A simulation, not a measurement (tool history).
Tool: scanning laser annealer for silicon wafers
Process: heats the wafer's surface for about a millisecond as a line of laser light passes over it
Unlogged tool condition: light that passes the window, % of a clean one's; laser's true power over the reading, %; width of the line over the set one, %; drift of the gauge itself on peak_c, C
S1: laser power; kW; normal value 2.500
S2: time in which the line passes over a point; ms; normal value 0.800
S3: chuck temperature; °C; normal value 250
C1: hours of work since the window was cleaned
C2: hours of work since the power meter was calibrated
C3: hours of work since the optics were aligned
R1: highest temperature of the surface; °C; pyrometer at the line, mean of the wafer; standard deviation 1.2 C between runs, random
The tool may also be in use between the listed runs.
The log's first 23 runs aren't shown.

run	hour	S1	S2	S3	C1	C2	C3	R1
24	1165.5	2.126	0.892	269	405	3016	891	939
25	1202.2	2.500	0.614	250	434	3044	919	887
26	1252.3	2.500	0.614	250	472	3082	958	886
# hour 1274.2: window over the wafer cleaned
27	1317.4	2.275	0.614	211	33	3130	1006	787
28	1381.9	2.275	0.614	211	82	3180	1055	788
29	1436.5	2.275	0.614	211	124	3222	1097	787
30	1486.2	2.275	0.614	284	162	3260	1135	858
31	1561.6	2.624	0.912	231	220	3318	1193	1075
32	1634.8	2.624	0.912	231	276	3374	1249	1078
33	1706.7	2.500	0.800	213	331	3429	1304	957
34	1770.4	2.251	0.583	232	380	3477	1353	786
35	1844.0	2.500	0.847	250	436	3534	1409	1017
# hour 1860.2: optics aligned, line set to its width
36	1891.4	2.500	0.631	250	469	3566	24	896
# hour 1916.8: window over the wafer cleaned
37	1940.1	2.420	0.631	262	18	3602	60	887
38	1992.2	2.500	0.800	273	58	3642	100	1016
39	2040.2	2.295	0.569	282	94	3679	136	837
40	2077.3	2.295	0.569	282	123	3707	165	840
41	2114.8	2.612	0.689	258	152	3736	193	972

4 options for the next run, each taken on its own from the tool as it stands now. Forecast them:
A	2168.4	2.460	0.969	217	193	3777	235	?
B	2168.4	2.633	0.689	238	193	3777	235	?
C	2168.4	2.125	0.800	250	193	3777	235	?
D	2168.4	2.317	0.741	231	193	3777	235	?

run	R1
A	1034
B	958
C	878
D	887
Without the tool's hidden state the same runs would have given:
run	R1
A	1034
B	958
C	878
D	887
